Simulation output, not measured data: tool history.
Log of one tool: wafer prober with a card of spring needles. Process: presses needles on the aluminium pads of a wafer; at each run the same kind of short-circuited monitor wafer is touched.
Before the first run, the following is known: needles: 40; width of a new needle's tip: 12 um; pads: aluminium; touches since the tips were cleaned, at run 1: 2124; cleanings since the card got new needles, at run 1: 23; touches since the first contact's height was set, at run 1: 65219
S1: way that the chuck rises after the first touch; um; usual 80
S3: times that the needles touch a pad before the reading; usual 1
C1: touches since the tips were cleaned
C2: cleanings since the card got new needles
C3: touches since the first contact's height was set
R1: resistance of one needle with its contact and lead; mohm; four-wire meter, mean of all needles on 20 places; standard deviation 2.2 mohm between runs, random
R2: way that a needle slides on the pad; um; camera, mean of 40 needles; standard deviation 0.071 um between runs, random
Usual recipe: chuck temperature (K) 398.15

run 1 hour=0.0 | S1=80 chuck_temperature_(K)=398.15 S3=1 | C1=2124 C2=23 C3=65219 | R1=251 R2=13.57
-- hour=1.6 tips cleaned on abrasive film
-- hour=11.1 tips cleaned on abrasive film
-- hour=20.6 tips cleaned on abrasive film
-- hour=31.0 tips cleaned on abrasive film
run 2 hour=34.6 | S1=80 chuck_temperature_(K)=398.15 S3=1 | C1=953 C2=27 C3=74454 | R1=249 R2=13.62
-- hour=40.7 tips cleaned on abrasive film
-- hour=51.3 tips cleaned on abrasive film
-- hour=55.8 height of the first contact set anew
-- hour=60.8 tips cleaned on abrasive film
run 3 hour=68.6 | S1=80 chuck_temperature_(K)=398.15 S3=1 | C1=2114 C2=30 C3=3442 | R1=243 R2=13.63
-- hour=70.8 tips cleaned on abrasive film
-- hour=80.8 tips cleaned on abrasive film
-- hour=91.2 tips cleaned on abrasive film
-- hour=101.4 tips cleaned on abrasive film
run 4 hour=103.2 | S1=80 chuck_temperature_(K)=342.15 S3=1 | C1=489 C2=34 C3=12678 | R1=232 R2=13.62
-- hour=110.4 tips cleaned on abrasive film
-- hour=120.3 tips cleaned on abrasive film
run 5 hour=120.3 | S1=80 chuck_temperature_(K)=342.15 S3=1 | C1=0 C2=36 C3=17249 | R1=229 R2=13.65
-- hour=129.7 tips cleaned on abrasive film
-- hour=139.8 tips cleaned on abrasive film
run 6 hour=147.6 | S1=80 chuck_temperature_(K)=398.15 S3=1 | C1=2106 C2=38 C3=24570 | R1=243 R2=13.56
-- hour=149.2 tips cleaned on abrasive film
-- hour=159.2 tips cleaned on abrasive film
-- hour=168.5 tips cleaned on abrasive film
run 7 hour=168.5 | S1=80 chuck_temperature_(K)=398.15 S3=1 | C1=0 C2=41 C3=30145 | R1=249 R2=13.54
-- hour=178.9 tips cleaned on abrasive film
-- hour=188.8 tips cleaned on abrasive film
-- hour=198.6 tips cleaned on abrasive film
run 8 hour=203.3 | S1=80 chuck_temperature_(K)=398.15 S3=3 | C1=1263 C2=44 C3=39479 | R1=248 R2=13.65
-- hour=208.5 tips cleaned on abrasive film
-- hour=218.6 tips cleaned on abrasive film
-- hour=228.8 tips cleaned on abrasive film
-- hour=238.8 tips cleaned on abrasive film
run 9 hour=238.8 | S1=80 chuck_temperature_(K)=398.15 S3=3 | C1=0 C2=48 C3=48971 | R1=248 R2=13.68
-- hour=248.8 tips cleaned on abrasive film
-- hour=259.0 tips cleaned on abrasive film
run 10 hour=264.9 | S1=80 chuck_temperature_(K)=398.15 S3=2 | C1=1590 C2=50 C3=55980 | R1=249 R2=13.70
-- hour=269.2 tips cleaned on abrasive film
-- hour=279.4 tips cleaned on abrasive film
-- hour=288.8 tips cleaned on abrasive film
run 11 hour=288.9 | S1=80 chuck_temperature_(K)=398.15 S3=3 | C1=25 C2=53 C3=62372 | R1=247 R2=13.69
-- hour=298.7 tips cleaned on abrasive film
-- hour=308.0 tips cleaned on abrasive film
-- hour=317.5 tips cleaned on abrasive film
run 12 hour=320.8 | S1=80 chuck_temperature_(K)=398.15 S3=1 | C1=880 C2=56 C3=70912 | R1=245 R2=13.57
-- hour=326.1 tips cleaned on abrasive film
-- hour=336.2 tips cleaned on abrasive film
run 13 hour=342.5 | S1=80 chuck_temperature_(K)=398.15 S3=1 | C1=1697 C2=58 C3=76730 | R1=249 R2=13.69
-- hour=346.7 tips cleaned on abrasive film
-- hour=354.8 height of the first contact set anew
-- hour=357.0 tips cleaned on abrasive film
-- hour=366.9 tips cleaned on abrasive film
run 14 hour=367.3 | S1=67 chuck_temperature_(K)=398.15 S3=1 | C1=104 C2=61 C3=3331 | R1=247 R2=11.38
-- hour=377.3 tips cleaned on abrasive film
run 15 hour=382.7 | S1=80 chuck_temperature_(K)=398.15 S3=2 | C1=1469 C2=62 C3=7480 | R1=246 R2=13.54
-- hour=387.0 tips cleaned on abrasive film
-- hour=397.6 tips cleaned on abrasive film
-- hour=408.1 tips cleaned on abrasive film
run 16 hour=411.2 | S1=80 chuck_temperature_(K)=398.15 S3=2 | C1=843 C2=65 C3=15109 | R1=242 R2=13.52
-- hour=417.1 tips cleaned on abrasive film
-- hour=427.6 tips cleaned on abrasive film
run 17 hour=429.0 | S1=80 chuck_temperature_(K)=398.15 S3=2 | C1=386 C2=67 C3=19851 | R1=246 R2=13.80
-- hour=436.9 tips cleaned on abrasive film
-- hour=446.4 tips cleaned on abrasive film
-- hour=457.0 tips cleaned on abrasive film
run 18 hour=460.8 | S1=71 chuck_temperature_(K)=309.15 S3=2 | C1=1041 C2=70 C3=28376 | R1=228 R2=12.04
-- hour=466.9 tips cleaned on abrasive film
-- hour=477.5 tips cleaned on abrasive film
run 19 hour=477.9 | S1=96 chuck_temperature_(K)=354.15 S3=2 | C1=103 C2=72 C3=32930 | R1=238 R2=16.24
-- hour=488.0 tips cleaned on abrasive film
-- hour=497.0 tips cleaned on abrasive film
run 20 hour=505.3 | S1=96 chuck_temperature_(K)=354.15 S3=2 | C1=2247 C2=74 C3=40298 | R1=240 R2=16.40
-- hour=507.5 tips cleaned on abrasive film
-- hour=518.0 tips cleaned on abrasive film
-- hour=526.7 tips cleaned on abrasive film
run 21 hour=526.7 | S1=83 chuck_temperature_(K)=370.15 S3=1 | C1=0 C2=77 C3=45995 | R1=241 R2=14.18
-- hour=535.9 tips cleaned on abrasive film
-- hour=545.8 tips cleaned on abrasive film
run 22 hour=550.8 | S1=80 chuck_temperature_(K)=313.15 S3=1 | C1=1367 C2=79 C3=52468 | R1=226 R2=13.69
-- hour=555.1 tips cleaned on abrasive film
-- hour=564.8 tips cleaned on abrasive film
-- hour=574.0 tips cleaned on abrasive film
run 23 hour=574.0 | S1=80 chuck_temperature_(K)=313.15 S3=1 | C1=0 C2=82 C3=58644 | R1=225 R2=13.61
-- hour=582.9 tips cleaned on abrasive film
-- hour=592.6 tips cleaned on abrasive film
run 24 hour=592.6 | S1=81 chuck_temperature_(K)=398.15 S3=1 | C1=0 C2=84 C3=63617 | R1=249 R2=13.80
-- hour=603.1 tips cleaned on abrasive film
-- hour=613.6 tips cleaned on abrasive film
-- hour=624.2 tips cleaned on abrasive film
run 25 hour=625.2 | S1=81 chuck_temperature_(K)=398.15 S3=1 | C1=284 C2=87 C3=72370 | R1=247 R2=13.82
-- hour=633.3 tips cleaned on abrasive film
-- hour=642.6 tips cleaned on abrasive film
run 26 hour=642.6 | S1=80 chuck_temperature_(K)=398.15 S3=3 | C1=0 C2=89 C3=77017 | R1=252 R2=13.73
-- hour=652.7 tips cleaned on abrasive film
-- hour=655.1 height of the first contact set anew
-- hour=663.1 tips cleaned on abrasive film
run 27 hour=663.1 | S1=80 chuck_temperature_(K)=398.15 S3=3 | C1=0 C2=91 C3=2145 | R1=246 R2=13.69
-- hour=673.0 tips cleaned on abrasive film
-- hour=683.2 tips cleaned on abrasive film
-- hour=692.4 tips cleaned on abrasive film
run 28 hour=692.4 | S1=80 chuck_temperature_(K)=398.15 S3=1 | C1=0 C2=94 C3=9970 | R1=245 R2=13.54
-- hour=700.9 tips cleaned on abrasive film
-- hour=710.1 tips cleaned on abrasive film
-- hour=720.2 tips cleaned on abrasive film
run 29 hour=724.1 | S1=69 chuck_temperature_(K)=335.15 S3=1 | C1=1037 C2=97 C3=18460 | R1=235 R2=11.80

Hidden condition of the tool, last listed run before each entry between runs versus first listed run after:
In the gap between runs 1 and 2: tips cleaned on abrasive film (hour 1.6); tips cleaned on abrasive film (hour 11.1); tips cleaned on abrasive film (hour 20.6); tips cleaned on abrasive film (hour 31.0)
  debris on the tips, nm: 1.1 -> 0.6; way that the needles fall short of the set height, um: 0.04 -> 0.05; tips' diameter, um: 12.01 -> 12.02
In the gap between runs 2 and 3: tips cleaned on abrasive film (hour 40.7); tips cleaned on abrasive film (hour 51.3); height of the first contact set anew (hour 55.8); tips cleaned on abrasive film (hour 60.8)
  debris on the tips, nm: 0.6 -> 1.2; way that the needles fall short of the set height, um: 0.05 -> 0
In the gap between runs 3 and 4: tips cleaned on abrasive film (hour 70.8); tips cleaned on abrasive film (hour 80.8); tips cleaned on abrasive film (hour 91.2); tips cleaned on abrasive film (hour 101.4)
  debris on the tips, nm: 1.2 -> 0.4; way that the needles fall short of the set height, um: 0 -> 0.01
In the gap between runs 4 and 5: tips cleaned on abrasive film (hour 110.4); tips cleaned on abrasive film (hour 120.3)
  debris on the tips, nm: 0.4 -> 0.1
In the gap between runs 5 and 6: tips cleaned on abrasive film (hour 129.7); tips cleaned on abrasive film (hour 139.8)
  debris on the tips, nm: 0.1 -> 1.2
In the gap between runs 6 and 7: tips cleaned on abrasive film (hour 149.2); tips cleaned on abrasive film (hour 159.2); tips cleaned on abrasive film (hour 168.5)
  debris on the tips, nm: 1.2 -> 0.1; way that the needles fall short of the set height, um: 0.01 -> 0.02; tips' diameter, um: 12.02 -> 12.03
In the gap between runs 7 and 8: tips cleaned on abrasive film (hour 178.9); tips cleaned on abrasive film (hour 188.8); tips cleaned on abrasive film (hour 198.6)
  debris on the tips, nm: 0.1 -> 0.9; way that the needles fall short of the set height, um: 0.02 -> 0.03
In the gap between runs 8 and 9: tips cleaned on abrasive film (hour 208.5); tips cleaned on abrasive film (hour 218.6); tips cleaned on abrasive film (hour 228.8); tips cleaned on abrasive film (hour 238.8)
  debris on the tips, nm: 0.9 -> 0.1
In the gap between runs 9 and 10: tips cleaned on abrasive film (hour 248.8); tips cleaned on abrasive film (hour 259.0)
  debris on the tips, nm: 0.1 -> 0.9; way that the needles fall short of the set height, um: 0.03 -> 0.04
In the gap between runs 10 and 11: tips cleaned on abrasive film (hour 269.2); tips cleaned on abrasive film (hour 279.4); tips cleaned on abrasive film (hour 288.8)
  debris on the tips, nm: 0.9 -> 0.1
In the gap between runs 11 and 12: tips cleaned on abrasive film (hour 298.7); tips cleaned on abrasive film (hour 308.0); tips cleaned on abrasive film (hour 317.5)
  debris on the tips, nm: 0.1 -> 0.6; way that the needles fall short of the set height, um: 0.04 -> 0.05
In the gap between runs 12 and 13: tips cleaned on abrasive film (hour 326.1); tips cleaned on abrasive film (hour 336.2)
  debris on the tips, nm: 0.6 -> 1; tips' diameter, um: 12.03 -> 12.04
In the gap between runs 13 and 14: tips cleaned on abrasive film (hour 346.7); height of the first contact set anew (hour 354.8); tips cleaned on abrasive film (hour 357.0); tips cleaned on abrasive film (hour 366.9)
  debris on the tips, nm: 1 -> 0.2; way that the needles fall short of the set height, um: 0.05 -> 0
In the gap between runs 14 and 15: tips cleaned on abrasive film (hour 377.3)
  debris on the tips, nm: 0.2 -> 0.9; way that the needles fall short of the set height, um: 0 -> 0.01
In the gap between runs 15 and 16: tips cleaned on abrasive film (hour 387.0); tips cleaned on abrasive film (hour 397.6); tips cleaned on abrasive film (hour 408.1)
  debris on the tips, nm: 0.9 -> 0.6
In the gap between runs 16 and 17: tips cleaned on abrasive film (hour 417.1); tips cleaned on abrasive film (hour 427.6)
  debris on the tips, nm: 0.6 -> 0.3
In the gap between runs 17 and 18: tips cleaned on abrasive film (hour 436.9); tips cleaned on abrasive film (hour 446.4); tips cleaned on abrasive film (hour 457.0)
  debris on the tips, nm: 0.3 -> 0.7; way that the needles fall short of the set height, um: 0.01 -> 0.02
In the gap between runs 18 and 19: tips cleaned on abrasive film (hour 466.9); tips cleaned on abrasive film (hour 477.5)
  debris on the tips, nm: 0.7 -> 0.2; tips' diameter, um: 12.04 -> 12.05
In the gap between runs 19 and 20: tips cleaned on abrasive film (hour 488.0); tips cleaned on abrasive film (hour 497.0)
  debris on the tips, nm: 0.2 -> 1.2; way that the needles fall short of the set height, um: 0.02 -> 0.03
In the gap between runs 20 and 21: tips cleaned on abrasive film (hour 507.5); tips cleaned on abrasive film (hour 518.0); tips cleaned on abrasive film (hour 526.7)
  debris on the tips, nm: 1.2 -> 0.1
In the gap between runs 21 and 22: tips cleaned on abrasive film (hour 535.9); tips cleaned on abrasive film (hour 545.8)
  debris on the tips, nm: 0.1 -> 0.9; way that the needles fall short of the set height, um: 0.03 -> 0.04
In the gap between runs 22 and 23: tips cleaned on abrasive film (hour 555.1); tips cleaned on abrasive film (hour 564.8); tips cleaned on abrasive film (hour 574.0)
  debris on the tips, nm: 0.9 -> 0.1
In the gap between runs 23 and 24: tips cleaned on abrasive film (hour 582.9); tips cleaned on abrasive film (hour 592.6)
  way that the needles fall short of the set height, um: 0.04 -> 0.05
In the gap between runs 24 and 25: tips cleaned on abrasive film (hour 603.1); tips cleaned on abrasive film (hour 613.6); tips cleaned on abrasive film (hour 624.2)
  debris on the tips, nm: 0.1 -> 0.3; tips' diameter, um: 12.05 -> 12.06
In the gap between runs 25 and 26: tips cleaned on abrasive film (hour 633.3); tips cleaned on abrasive film (hour 642.6)
  debris on the tips, nm: 0.3 -> 0.1; way that the needles fall short of the set height, um: 0.05 -> 0.06
In the gap between runs 26 and 27: tips cleaned on abrasive film (hour 652.7); height of the first contact set anew (hour 655.1); tips cleaned on abrasive film (hour 663.1)
  way that the needles fall short of the set height, um: 0.06 -> 0
In the gap between runs 27 and 28: tips cleaned on abrasive film (hour 673.0); tips cleaned on abrasive film (hour 683.2); tips cleaned on abrasive film (hour 692.4)
  way that the needles fall short of the set height, um: 0 -> 0.01
In the gap between runs 28 and 29: tips cleaned on abrasive film (hour 700.9); tips cleaned on abrasive film (hour 710.1); tips cleaned on abrasive film (hour 720.2)
  debris on the tips, nm: 0.1 -> 0.7
